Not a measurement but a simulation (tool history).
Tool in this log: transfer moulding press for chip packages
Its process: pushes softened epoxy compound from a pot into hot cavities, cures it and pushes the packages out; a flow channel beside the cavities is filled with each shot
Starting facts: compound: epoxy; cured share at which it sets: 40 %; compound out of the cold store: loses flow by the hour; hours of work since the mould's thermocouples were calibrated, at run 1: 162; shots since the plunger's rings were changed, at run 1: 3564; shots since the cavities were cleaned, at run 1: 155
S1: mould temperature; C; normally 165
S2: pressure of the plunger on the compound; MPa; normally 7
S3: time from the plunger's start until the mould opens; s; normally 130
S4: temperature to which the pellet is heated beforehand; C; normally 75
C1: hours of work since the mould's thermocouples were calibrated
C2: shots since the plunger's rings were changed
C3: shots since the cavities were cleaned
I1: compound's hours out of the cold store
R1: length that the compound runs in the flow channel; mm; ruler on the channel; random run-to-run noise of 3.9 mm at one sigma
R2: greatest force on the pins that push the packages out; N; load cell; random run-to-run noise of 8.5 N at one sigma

| run | hour | S1 | S2 | S3 | S4 | C1 | C2 | C3 | I1 | R1 | R2 |
|---|---|---|---|---|---|---|---|---|---|---|---|
| 1 | 0 | 165 | 7 | 130 | 75 | 162 | 3564 | 155 | 20 | 755 | 463 |
| 2 | 4 | 165 | 7 | 130 | 75 | 164 | 3594 | 185 | 20.1 | 751 | 469 |
| 3 | 9.4 | 165 | 7 | 130 | 75 | 167 | 3633 | 224 | 44.4 | 722 | 475 |
| 4 | 13.1 | 165 | 7 | 130 | 75 | 169 | 3660 | 251 | 38.3 | 726 | 478 |
| 5 | 16.7 | 165 | 7 | 130 | 75 | 170 | 3687 | 278 | 31.8 | 731 | 481 |
| 6 | 22.4 | 165 | 7 | 130 | 77 | 173 | 3729 | 320 | 9.2 | 774 | 539 |
| 7 | 26.1 | 165 | 7 | 130 | 77 | 175 | 3756 | 347 | 43.3 | 721 | 503 |
| 8 | 35 | 165 | 5.46 | 130 | 77 | 180 | 3821 | 412 | 36.8 | 646 | 541 |
| 9 | 43.4 | 165 | 7 | 119 | 75 | 184 | 3883 | 474 | 38.9 | 725 | 653 |
| 10 | 47.6 | 165 | 7 | 119 | 75 | 186 | 3914 | 505 | 36.1 | 725 | 665 |
| 11 | 56.1 | 165 | 7 | 119 | 75 | 190 | 3975 | 566 | 14.3 | 754 | 723 |
|  | 63.8 | cavities cleaned with cleaning compound and waxed |
| 12 | 63.8 | 165 | 7 | 130 | 75 | 194 | 4021 | 0 | 29.1 | 741 | 388 |
| 13 | 67.6 | 165 | 7 | 130 | 75 | 196 | 4049 | 28 | 47.2 | 708 | 380 |
| 14 | 74.2 | 165 | 7 | 130 | 75 | 199 | 4097 | 76 | 12.3 | 760 | 434 |

Run 15 is up next; what results do you expect?
|  | 77 | mould's thermocouples calibrated |
| 15 | 82.9 | 171 | 5.79 | 125 | 77 | 3 | 4147 | 126 | 43.7 | ? | ? |

{"run 15": {"R1": 624, "R2": 363}}
With the hidden condition absent and the run-to-run variation left alone, this run would have shown R1 673 mm, R2 304 N.
